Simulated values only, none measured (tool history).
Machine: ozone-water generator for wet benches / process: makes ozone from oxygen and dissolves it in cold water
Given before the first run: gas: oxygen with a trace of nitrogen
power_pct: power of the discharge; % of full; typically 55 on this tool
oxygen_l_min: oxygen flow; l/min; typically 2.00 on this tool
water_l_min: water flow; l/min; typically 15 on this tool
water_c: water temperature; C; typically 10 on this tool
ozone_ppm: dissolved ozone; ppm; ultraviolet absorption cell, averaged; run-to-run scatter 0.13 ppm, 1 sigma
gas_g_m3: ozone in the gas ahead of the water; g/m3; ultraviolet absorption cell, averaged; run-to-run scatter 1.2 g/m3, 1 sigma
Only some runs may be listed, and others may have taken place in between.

run	hour	power_pct	oxygen_l_min	water_l_min	water_c	ozone_ppm	gas_g_m3
1	0.0	55	2.00	15	10	14.4	226.5
2	94.6	55	2.00	15	10	14.6	224.3
3	218.8	55	2.00	12	10	18.8	226.1
4	427.1	55	2.00	12	10	18.6	222.9
5	613.8	55	2.00	12	10	18.6	223.4
# hour 752.9: contactor cleaned
6	791.2	55	2.00	12	10	18.7	221.2
7	1020.7	55	2.00	12	10	18.4	224.2
8	1169.4	55	2.00	12	10	18.8	222.6
9	1297.3	55	2.00	12	10	18.8	221.4
10	1505.1	55	1.32	15	10	13.5	290.6
11	1656.8	55	1.32	15	10	13.5	290.1
# hour 1727.0: water thermometer calibrated
12	1854.0	50	2.44	15	8	14.4	184.6

What will run 13 give?
13	2081.2	41	2.00	14	10	?	?

{"run 13": {"ozone_ppm": 13.3, "gas_g_m3": 187.1}}
Had the tool carried no hidden state, the very same run would have given ozone_ppm 13.3 ppm, gas_g_m3 189.2 g/m3.

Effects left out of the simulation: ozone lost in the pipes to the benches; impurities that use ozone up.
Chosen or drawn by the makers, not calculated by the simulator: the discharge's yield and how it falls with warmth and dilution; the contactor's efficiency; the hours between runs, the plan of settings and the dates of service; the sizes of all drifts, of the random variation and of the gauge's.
